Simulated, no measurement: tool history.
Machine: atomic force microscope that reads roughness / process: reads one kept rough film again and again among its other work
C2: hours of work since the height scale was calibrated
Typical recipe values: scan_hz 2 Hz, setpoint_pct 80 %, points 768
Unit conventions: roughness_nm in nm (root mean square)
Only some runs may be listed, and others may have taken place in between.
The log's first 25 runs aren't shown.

At hour 1406: new tip fitted.
Run 26, hour 1413.6: usual settings but scan_hz 3.98 Hz, points 948; pictures with this tip 20; C2 166. Result: roughness_nm 2.427 nm (root mean square).
Run 27, hour 1467.3: usual settings but scan_hz 3.98 Hz, points 948; pictures with this tip 165; C2 209. Result: roughness_nm 2.212 nm (root mean square).
Run 28, hour 1532.7: usual settings but scan_hz 0.84 Hz, setpoint_pct 79 %, points 948; pictures with this tip 341; C2 260. Result: roughness_nm 2.399 nm (root mean square).
At hour 1540.5: new tip fitted.
Run 29, hour 1570.3: usual settings but scan_hz 0.84 Hz, setpoint_pct 79 %, points 948; pictures with this tip 80; C2 290. Result: roughness_nm 2.808 nm (root mean square).
Run 30, hour 1618.7: usual settings but scan_hz 0.84 Hz, setpoint_pct 65 %, points 332; pictures with this tip 210; C2 328. Result: roughness_nm 2.685 nm (root mean square).
At hour 1676: new tip fitted.
Run 31, hour 1676: usual settings but scan_hz 1.63 Hz, setpoint_pct 89 %, points 828; pictures with this tip 0; C2 373. Result: roughness_nm 2.683 nm (root mean square).
Run 32, hour 1717.6: usual settings but scan_hz 1.92 Hz, setpoint_pct 55 %, points 828; pictures with this tip 112; C2 406. Result: roughness_nm 2.836 nm (root mean square).
Run 33, hour 1755.8: usual settings but scan_hz 1.92 Hz, setpoint_pct 55 %, points 828; pictures with this tip 215; C2 436. Result: roughness_nm 2.644 nm (root mean square).
Run 34, hour 1794.7: usual settings but scan_hz 0.78 Hz, points 545; pictures with this tip 319; C2 466. Result: roughness_nm 2.458 nm (root mean square).
At hour 1811.6: new tip fitted.
Run 35, hour 1828.7: usual settings but scan_hz 0.78 Hz, points 545; pictures with this tip 46; C2 493. Result: roughness_nm 2.888 nm (root mean square).
Run 36, hour 1863.8: usual settings but scan_hz 1.04 Hz, setpoint_pct 84 %, points 581; pictures with this tip 140; C2 521. Result: roughness_nm 2.657 nm (root mean square).
Run 37, hour 1900.6: usual settings but points 731; pictures with this tip 239; C2 550. Result: roughness_nm 2.42 nm (root mean square).
At hour 1945.4: new tip fitted.
Run 38, hour 1964.6: usual settings but scan_hz 2.14 Hz, setpoint_pct 67 %, points 304; pictures with this tip 52; C2 600. Result: roughness_nm 2.797 nm (root mean square).
Run 39, hour 2038.3: usual settings but scan_hz 2.14 Hz, setpoint_pct 67 %, points 304; pictures with this tip 250; C2 658. Result: roughness_nm 2.482 nm (root mean square).
At hour 2079.2: new tip fitted.
Run 40, hour 2101.5: usual settings but setpoint_pct 59 %, points 550; pictures with this tip 60; C2 707. Result: roughness_nm 2.873 nm (root mean square).
Run 41, hour 2176.5: usual settings but scan_hz 1.27 Hz, setpoint_pct 75 %, points 550; pictures with this tip 262; C2 767. Result: roughness_nm 2.534 nm (root mean square).
At hour 2212.8: new tip fitted.
Run 42, hour 2233: usual settings but scan_hz 1.27 Hz, setpoint_pct 75 %, points 550; pictures with this tip 54; C2 811. Result: roughness_nm 2.815 nm (root mean square).
Run 43, hour 2293.7: usual settings but scan_hz 1.27 Hz, setpoint_pct 75 %, points 550; pictures with this tip 217; C2 859. Result: roughness_nm 2.526 nm (root mean square).
Run 44, hour 2330.8: usual settings but scan_hz 3.45 Hz, setpoint_pct 75 %, points 550; pictures with this tip 317; C2 888. Result: roughness_nm 2.209 nm (root mean square).
At hour 2346.7: new tip fitted.
Run 45, hour 2401.5: usual settings but scan_hz 3.45 Hz, setpoint_pct 75 %, points 550; pictures with this tip 148; C2 944. Result: roughness_nm 2.405 nm (root mean square).
Run 46, hour 2456.6: usual settings but scan_hz 0.72 Hz, points 277; pictures with this tip 296; C2 987. Result: roughness_nm 2.49 nm (root mean square).
At hour 2479.5: new tip fitted.
Run 47, hour 2526: usual settings but scan_hz 1.02 Hz, setpoint_pct 83 %, points 592; pictures with this tip 125; C2 1041. Result: roughness_nm 2.649 nm (root mean square).
Run 48, hour 2566.5: usual settings but scan_hz 1.62 Hz, setpoint_pct 62 %; pictures with this tip 234; C2 1073. Result: roughness_nm 2.595 nm (root mean square).
Run 49, hour 2609: usual settings but scan_hz 2.88 Hz, setpoint_pct 62 %, points 344; pictures with this tip 348; C2 1107. Result: roughness_nm 2.34 nm (root mean square).
At hour 2614: new tip fitted.
Run 50, hour 2650.1: usual settings but scan_hz 1.7 Hz, setpoint_pct 88 %, points 404; pictures with this tip 97; C2 1139. Result: roughness_nm 2.48 nm (root mean square).

Consider 4 possible next runs. They are alternatives, not a sequence: every one starts from the tool as it was left by run 50. What does each give?
Run A, hour 2691.4: usual settings but scan_hz 1.5 Hz, setpoint_pct 77 %, points 322; pictures with this tip 208; C2 1172. Result: roughness_nm ?.
Run B, hour 2691.4: usual settings but scan_hz 1.9 Hz, setpoint_pct 73 %, points 613; pictures with this tip 208; C2 1172. Result: roughness_nm ?.
Run C, hour 2691.4: usual settings but points 914; pictures with this tip 208; C2 1172. Result: roughness_nm ?.
Run D, hour 2691.4: usual settings but points 360; pictures with this tip 208; C2 1172. Result: roughness_nm ?.

run  roughness_nm
  A         2.503
  B         2.533
  C         2.421
  D         2.433
Had the tool no hidden state, the same runs would have come out as:
run  roughness_nm
  A         2.859
  B         2.893
  C         2.765
  D         2.778

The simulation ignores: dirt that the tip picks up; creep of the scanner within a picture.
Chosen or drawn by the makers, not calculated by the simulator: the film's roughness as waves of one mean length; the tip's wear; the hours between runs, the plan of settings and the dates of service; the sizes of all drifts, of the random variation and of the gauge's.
